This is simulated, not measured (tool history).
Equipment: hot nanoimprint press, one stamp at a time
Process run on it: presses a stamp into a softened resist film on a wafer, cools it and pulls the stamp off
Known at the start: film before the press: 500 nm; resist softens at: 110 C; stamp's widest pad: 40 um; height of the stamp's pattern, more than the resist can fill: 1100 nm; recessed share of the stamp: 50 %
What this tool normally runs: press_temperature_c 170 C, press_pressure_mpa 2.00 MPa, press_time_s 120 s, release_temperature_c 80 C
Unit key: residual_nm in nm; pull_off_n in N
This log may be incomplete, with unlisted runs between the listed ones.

{"run": 1, "hour": 0.0, "press_temperature_c": 170, "press_pressure_mpa": 2.0, "press_time_s": 120, "release_temperature_c": 80, "residual_nm": 181.3, "pull_off_n": 133}
{"run": 2, "hour": 12.4, "press_temperature_c": 170, "press_pressure_mpa": 2.0, "press_time_s": 120, "release_temperature_c": 80, "residual_nm": 182.6, "pull_off_n": 133}
{"run": 3, "hour": 27.8, "press_temperature_c": 170, "press_pressure_mpa": 2.0, "press_time_s": 120, "release_temperature_c": 80, "residual_nm": 181.8, "pull_off_n": 134}
{"run": 4, "hour": 44.3, "press_temperature_c": 170, "press_pressure_mpa": 2.0, "press_time_s": 120, "release_temperature_c": 80, "residual_nm": 182.2, "pull_off_n": 130}
{"run": 5, "hour": 57.9, "press_temperature_c": 170, "press_pressure_mpa": 2.0, "press_time_s": 120, "release_temperature_c": 80, "residual_nm": 180.4, "pull_off_n": 134}
{"run": 6, "hour": 75.4, "press_temperature_c": 170, "press_pressure_mpa": 2.0, "press_time_s": 120, "release_temperature_c": 80, "residual_nm": 181.0, "pull_off_n": 135}
{"hour": 79.7, "done": "plate thermocouple calibrated"}
{"run": 7, "hour": 89.1, "press_temperature_c": 170, "press_pressure_mpa": 2.0, "press_time_s": 120, "release_temperature_c": 80, "residual_nm": 174.6, "pull_off_n": 132}
{"hour": 113.3, "done": "stamp cleaned and given a new release coat"}
{"run": 8, "hour": 117.3, "press_temperature_c": 170, "press_pressure_mpa": 2.0, "press_time_s": 120, "release_temperature_c": 80, "residual_nm": 175.0, "pull_off_n": 119}
{"hour": 123.9, "done": "plate thermocouple calibrated, once more"}
{"run": 9, "hour": 131.0, "press_temperature_c": 170, "press_pressure_mpa": 2.0, "press_time_s": 120, "release_temperature_c": 80, "residual_nm": 198.4, "pull_off_n": 124}
{"run": 10, "hour": 145.4, "press_temperature_c": 170, "press_pressure_mpa": 2.0, "press_time_s": 120, "release_temperature_c": 80, "residual_nm": 198.1, "pull_off_n": 126}
{"run": 11, "hour": 157.6, "press_temperature_c": 170, "press_pressure_mpa": 2.0, "press_time_s": 120, "release_temperature_c": 80, "residual_nm": 198.1, "pull_off_n": 128}
{"run": 12, "hour": 169.2, "press_temperature_c": 172, "press_pressure_mpa": 2.0, "press_time_s": 120, "release_temperature_c": 75, "residual_nm": 183.6, "pull_off_n": 138}
{"run": 13, "hour": 180.1, "press_temperature_c": 172, "press_pressure_mpa": 2.0, "press_time_s": 120, "release_temperature_c": 75, "residual_nm": 183.2, "pull_off_n": 139}
{"run": 14, "hour": 199.6, "press_temperature_c": 172, "press_pressure_mpa": 1.49, "press_time_s": 69, "release_temperature_c": 75, "residual_nm": 257.1, "pull_off_n": 139}
{"run": 15, "hour": 220.8, "press_temperature_c": 173, "press_pressure_mpa": 1.6, "press_time_s": 156, "release_temperature_c": 85, "residual_nm": 174.3, "pull_off_n": 119}
{"run": 16, "hour": 238.4, "press_temperature_c": 164, "press_pressure_mpa": 2.0, "press_time_s": 120, "release_temperature_c": 69, "residual_nm": 252.4, "pull_off_n": 152}
{"run": 17, "hour": 250.6, "press_temperature_c": 164, "press_pressure_mpa": 2.0, "press_time_s": 120, "release_temperature_c": 69, "residual_nm": 253.3, "pull_off_n": 155}
{"run": 18, "hour": 269.1, "press_temperature_c": 168, "press_pressure_mpa": 1.44, "press_time_s": 120, "release_temperature_c": 86, "residual_nm": 243.9, "pull_off_n": 117}
{"run": 19, "hour": 279.5, "press_temperature_c": 163, "press_pressure_mpa": 2.0, "press_time_s": 120, "release_temperature_c": 67, "residual_nm": 262.6, "pull_off_n": 158}
{"run": 20, "hour": 298.7, "press_temperature_c": 180, "press_pressure_mpa": 1.35, "press_time_s": 120, "release_temperature_c": 80, "residual_nm": 162.3, "pull_off_n": 129}
{"run": 21, "hour": 319.6, "press_temperature_c": 180, "press_pressure_mpa": 1.35, "press_time_s": 120, "release_temperature_c": 80, "residual_nm": 158.3, "pull_off_n": 132}
{"run": 22, "hour": 331.9, "press_temperature_c": 174, "press_pressure_mpa": 1.35, "press_time_s": 131, "release_temperature_c": 80, "residual_nm": 191.6, "pull_off_n": 132}

Consider 4 possible next runs. They are alternatives, not a sequence: every one starts from the tool as it was left by run 22. What does each give?
{"run": "A", "hour": 341.1, "press_temperature_c": 170, "press_pressure_mpa": 1.55, "press_time_s": 120, "release_temperature_c": 80, "residual_nm": "?", "pull_off_n": "?"}
{"run": "B", "hour": 341.1, "press_temperature_c": 160, "press_pressure_mpa": 1.35, "press_time_s": 200, "release_temperature_c": 80, "residual_nm": "?", "pull_off_n": "?"}
{"run": "C", "hour": 341.1, "press_temperature_c": 160, "press_pressure_mpa": 2.0, "press_time_s": 194, "release_temperature_c": 80, "residual_nm": "?", "pull_off_n": "?"}
{"run": "D", "hour": 341.1, "press_temperature_c": 172, "press_pressure_mpa": 3.09, "press_time_s": 85, "release_temperature_c": 80, "residual_nm": "?", "pull_off_n": "?"}

run=A residual_nm=221.3 pull_off_n=132
run=B residual_nm=285.4 pull_off_n=132
run=C residual_nm=251.5 pull_off_n=133
run=D residual_nm=172.2 pull_off_n=133
Without the tool's hidden state the same runs would have given:
run=A residual_nm=220.2 pull_off_n=125
run=B residual_nm=285.1 pull_off_n=125
run=C residual_nm=249.7 pull_off_n=126
run=D residual_nm=168.2 pull_off_n=127
